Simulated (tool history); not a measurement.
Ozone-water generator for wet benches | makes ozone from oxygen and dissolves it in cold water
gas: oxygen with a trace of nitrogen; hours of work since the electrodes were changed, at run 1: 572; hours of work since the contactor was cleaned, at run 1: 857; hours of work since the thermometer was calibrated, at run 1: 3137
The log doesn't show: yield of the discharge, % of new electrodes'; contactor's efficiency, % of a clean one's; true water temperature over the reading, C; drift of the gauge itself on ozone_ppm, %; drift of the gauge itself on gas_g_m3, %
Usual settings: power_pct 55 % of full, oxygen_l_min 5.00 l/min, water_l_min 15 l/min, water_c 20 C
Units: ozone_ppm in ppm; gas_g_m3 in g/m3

run,day,power_pct,oxygen_l_min,water_l_min,water_c,hours of work since the electrodes were changed,hours of work since the contactor was cleaned,hours of work since the thermometer was calibrated,ozone_ppm,gas_g_m3
1,0.000,55,5.00,15,20,572,857,3137,17.0,132.4
2,1.638,55,5.00,15,20,611,896,3176,17.1,133.6
3,2.729,55,5.00,15,20,637,922,3202,16.9,136.0
4,3.842,55,5.00,15,20,664,949,3229,17.0,133.1
5,4.671,55,5.00,15,20,683,968,3249,17.2,133.5
6,6.104,55,5.00,15,20,718,1003,3283,16.9,133.8
7,7.775,65,5.00,15,20,758,1043,3323,18.7,148.9
8,8.983,65,5.00,15,20,787,1072,3352,18.8,147.0
9,10.712,65,5.00,15,20,828,1113,3393,18.8,146.1
10,12.479,55,5.00,15,20,870,1155,3435,17.0,132.8
11,13.971,55,5.00,15,20,906,1191,3471,16.9,132.6
12,15.321,55,5.00,15,20,938,1223,3503,17.0,134.2
13,16.971,55,5.00,15,20,978,1263,3543,17.1,133.6
14,18.117,55,5.00,15,20,1005,1290,3570,16.9,133.8
15,19.525,55,5.00,15,15,1039,1324,3604,18.6,134.6
16,20.296,55,5.00,15,15,1057,1342,3622,18.7,133.2
17,21.904,79,8.75,21,20,1095,1380,3661,16.3,124.9
18,23.588,81,2.50,13,19,1136,1421,3701,22.7,232.3
19,24.767,81,2.50,13,19,1164,1449,3729,23.1,234.0
20,25.942,81,2.50,13,19,1192,1477,3757,23.0,231.8
21,27.354,81,8.91,10,19,1226,1511,3791,25.2,127.5
22,28.271,43,5.00,15,20,1248,1533,3813,15.1,116.3
23,29.658,64,3.25,11,20,1281,1566,3846,22.7,179.3
24,30.717,55,5.00,15,16,1306,1591,3871,18.4,134.8
25,31.867,55,5.00,11,16,1334,1619,3899,22.1,134.6
26,33.642,55,5.00,11,16,1376,1661,3941,22.3,132.0
27,34.796,55,5.00,11,16,1404,1689,3969,22.0,133.6
# day 35.975: water thermometer calibrated
28,36.575,76,3.71,14,19,1446,1731,14,21.5,185.6
29,38.146,87,3.96,9,19,1483,1768,52,30.8,194.1
30,39.867,55,5.27,15,20,1524,1809,93,17.1,131.5
31,40.671,43,5.00,15,20,1544,1829,112,15.1,114.6

The next listed run, before its measurement:
32,42.075,43,5.00,15,20,1577,1862,146,?,?

Run 32 gave ozone_ppm 14.7 ppm, gas_g_m3 114.9 g/m3.
Without the tool's hidden state the same run would have given ozone_ppm 14.7 ppm, gas_g_m3 115.0 g/m3.
